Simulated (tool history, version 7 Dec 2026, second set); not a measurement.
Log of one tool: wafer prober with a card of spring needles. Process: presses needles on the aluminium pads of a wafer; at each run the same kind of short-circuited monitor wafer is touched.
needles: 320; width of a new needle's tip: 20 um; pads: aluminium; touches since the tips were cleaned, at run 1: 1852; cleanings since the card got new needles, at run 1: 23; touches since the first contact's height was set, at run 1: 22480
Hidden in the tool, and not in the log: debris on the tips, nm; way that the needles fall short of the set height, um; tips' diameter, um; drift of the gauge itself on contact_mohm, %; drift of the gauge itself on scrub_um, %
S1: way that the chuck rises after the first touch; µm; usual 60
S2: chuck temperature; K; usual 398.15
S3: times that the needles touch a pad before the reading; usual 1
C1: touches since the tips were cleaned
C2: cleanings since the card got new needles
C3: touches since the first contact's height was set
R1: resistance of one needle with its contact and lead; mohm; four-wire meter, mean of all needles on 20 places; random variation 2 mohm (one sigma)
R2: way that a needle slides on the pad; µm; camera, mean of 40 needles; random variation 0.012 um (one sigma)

run	hour	S1	S2	S3	C1	C2	C3	R1	R2
1	0	60	398.15	1	1852	23	22480	234	7.27
# hour 7.3: tips cleaned on abrasive film
# hour 17: tips cleaned on abrasive film
# hour 26.7: tips cleaned on abrasive film
# hour 38.8: tips cleaned on abrasive film
# hour 48.5: tips cleaned on abrasive film
# hour 58.2: tips cleaned on abrasive film
2	59	60	398.15	1	537	29	58379	224	7.17
# hour 68.7: tips cleaned on abrasive film
# hour 78.4: tips cleaned on abrasive film
# hour 88.1: tips cleaned on abrasive film
# hour 100.2: tips cleaned on abrasive film
# hour 109.9: tips cleaned on abrasive film
3	111.4	60	398.15	1	925	34	90244	229	7.13
# hour 121.1: tips cleaned on abrasive film
# hour 130.8: tips cleaned on abrasive film
# hour 142.9: tips cleaned on abrasive film
# hour 152.6: tips cleaned on abrasive film
# hour 162.3: tips cleaned on abrasive film
# hour 165: height of the first contact set anew
4	168.3	60	398.15	1	3520	39	2047	241	7.29
# hour 173.2: tips cleaned on abrasive film
# hour 182.9: tips cleaned on abrasive film
# hour 192.6: tips cleaned on abrasive film
# hour 202.3: tips cleaned on abrasive film
# hour 212: tips cleaned on abrasive film
# hour 221.7: tips cleaned on abrasive film
# hour 233.8: tips cleaned on abrasive film
5	238.9	60	398.15	1	3143	46	44973	248	7.2
# hour 243.8: tips cleaned on abrasive film
# hour 253.5: tips cleaned on abrasive film
# hour 263.1: tips cleaned on abrasive film
# hour 272.8: tips cleaned on abrasive film
# hour 284.9: tips cleaned on abrasive film
# hour 294.6: tips cleaned on abrasive film
6	303.8	60	398.15	1	5635	52	84494	254	7.13
# hour 306.3: tips cleaned on abrasive film
# hour 316: tips cleaned on abrasive film
# hour 328.1: tips cleaned on abrasive film
# hour 330.6: tips cleaned on abrasive film, once more
# hour 340.3: tips cleaned on abrasive film
# hour 350: tips cleaned on abrasive film
# hour 362.1: tips cleaned on abrasive film
# hour 367.2: height of the first contact set anew
7	371.3	60	374.15	1	5476	59	2529	246	7.29
# hour 373.8: tips cleaned on abrasive film
# hour 383.5: tips cleaned on abrasive film
# hour 395.6: tips cleaned on abrasive film
# hour 407.6: tips cleaned on abrasive film
# hour 417.3: tips cleaned on abrasive film
# hour 429.4: tips cleaned on abrasive film
# hour 441.5: tips cleaned on abrasive film
8	441.7	60	347.15	1	96	66	45355	209	7.22
# hour 451.4: tips cleaned on abrasive film
# hour 461.1: tips cleaned on abrasive film
# hour 470.8: tips cleaned on abrasive film
# hour 482.8: tips cleaned on abrasive film
9	490.4	60	347.15	1	4644	70	75043	243	7.16
# hour 492.9: tips cleaned on abrasive film
# hour 505: tips cleaned on abrasive film
# hour 514.7: tips cleaned on abrasive film
# hour 526.8: tips cleaned on abrasive film
# hour 538.9: tips cleaned on abrasive film
# hour 548.6: tips cleaned on abrasive film
10	557.5	60	398.15	1	5507	76	115917	255	7.09
# hour 560: tips cleaned on abrasive film
# hour 569.9: height of the first contact set anew
# hour 572.4: tips cleaned on abrasive film
# hour 584.5: tips cleaned on abrasive film
# hour 596.6: tips cleaned on abrasive film
# hour 606.3: tips cleaned on abrasive film
# hour 618.4: tips cleaned on abrasive film
11	622.3	60	398.15	1	2400	82	31869	245	7.22
# hour 629.6: tips cleaned on abrasive film
# hour 639.3: tips cleaned on abrasive film
# hour 651.4: tips cleaned on abrasive film
# hour 663.5: tips cleaned on abrasive film
12	666.2	60	398.15	1	1686	86	58605	238	7.2
# hour 673.5: tips cleaned on abrasive film
# hour 683.2: tips cleaned on abrasive film
# hour 695.3: tips cleaned on abrasive film
# hour 705: tips cleaned on abrasive film
13	710.2	61	369.15	2	3175	90	85359	229	7.26
# hour 715.1: tips cleaned on abrasive film
# hour 724.8: tips cleaned on abrasive film
# hour 736.8: tips cleaned on abrasive film
# hour 746.5: tips cleaned on abrasive film
14	750.9	59	387.15	1	2668	94	110130	250	6.98
# hour 758.2: tips cleaned on abrasive film
# hour 767.9: tips cleaned on abrasive film
# hour 773: height of the first contact set anew
# hour 780.3: tips cleaned on abrasive film
# hour 790: tips cleaned on abrasive film
# hour 800.7: tips cleaned on abrasive film
15	800.7	59	387.15	1	0	99	16871	215	7.13
# hour 812.8: tips cleaned on abrasive film
# hour 824.9: tips cleaned on abrasive film
# hour 837: tips cleaned on abrasive film
# hour 846.7: tips cleaned on abrasive film
# hour 856.4: tips cleaned on abrasive film
# hour 866.5: tips cleaned on abrasive film
16	866.5	59	387.15	1	0	105	56905	214	7.08
# hour 878.6: tips cleaned on abrasive film
# hour 890.7: tips cleaned on abrasive film
# hour 900.4: tips cleaned on abrasive film
# hour 910.1: tips cleaned on abrasive film
# hour 922.2: tips cleaned on abrasive film
17	928.3	70	382.15	2	3799	110	94593	230	8.36
# hour 933.2: tips cleaned on abrasive film
# hour 942.9: tips cleaned on abrasive film
# hour 952.6: tips cleaned on abrasive film
# hour 964.7: tips cleaned on abrasive film
# hour 974.6: height of the first contact set anew
# hour 977.1: tips cleaned on abrasive film
# hour 988.9: tips cleaned on abrasive film
18	988.9	68	303.15	2	0	116	8679	196	8.24
# hour 998.6: tips cleaned on abrasive film
# hour 1010.7: tips cleaned on abrasive film
# hour 1022.8: tips cleaned on abrasive film
# hour 1032.5: tips cleaned on abrasive film
# hour 1042.2: tips cleaned on abrasive film
# hour 1051.9: tips cleaned on abrasive film
19	1060.1	78	303.15	1	5053	122	52041	224	9.39
# hour 1062.6: tips cleaned on abrasive film
# hour 1074.7: tips cleaned on abrasive film
# hour 1084.4: tips cleaned on abrasive film
# hour 1094.1: tips cleaned on abrasive film
# hour 1106.2: tips cleaned on abrasive film
# hour 1116.7: tips cleaned on abrasive film
20	1116.7	78	303.15	1	0	128	86423	194	9.31
# hour 1126.4: tips cleaned on abrasive film
# hour 1138.5: tips cleaned on abrasive film
# hour 1150.6: tips cleaned on abrasive film
# hour 1160.3: tips cleaned on abrasive film
# hour 1169.9: tips cleaned on abrasive film
# hour 1177.4: height of the first contact set anew
# hour 1179.9: tips cleaned on abrasive film
21	1180.4	43	330.15	2	299	134	1773	218	5.2

Forecast run 22:
# hour 1190.1: tips cleaned on abrasive film
# hour 1199.8: tips cleaned on abrasive film
# hour 1209.5: tips cleaned on abrasive film
# hour 1221.6: tips cleaned on abrasive film
# hour 1233.7: tips cleaned on abrasive film
# hour 1245.8: tips cleaned on abrasive film
22	1253.7	47	301.15	2	4856	140	46412	?	?

{"run 22": {"R1": 243, "R2": 5.65}}
Without the tool's hidden state the same run would have given R1 193 mohm, R2 5.73 µm.
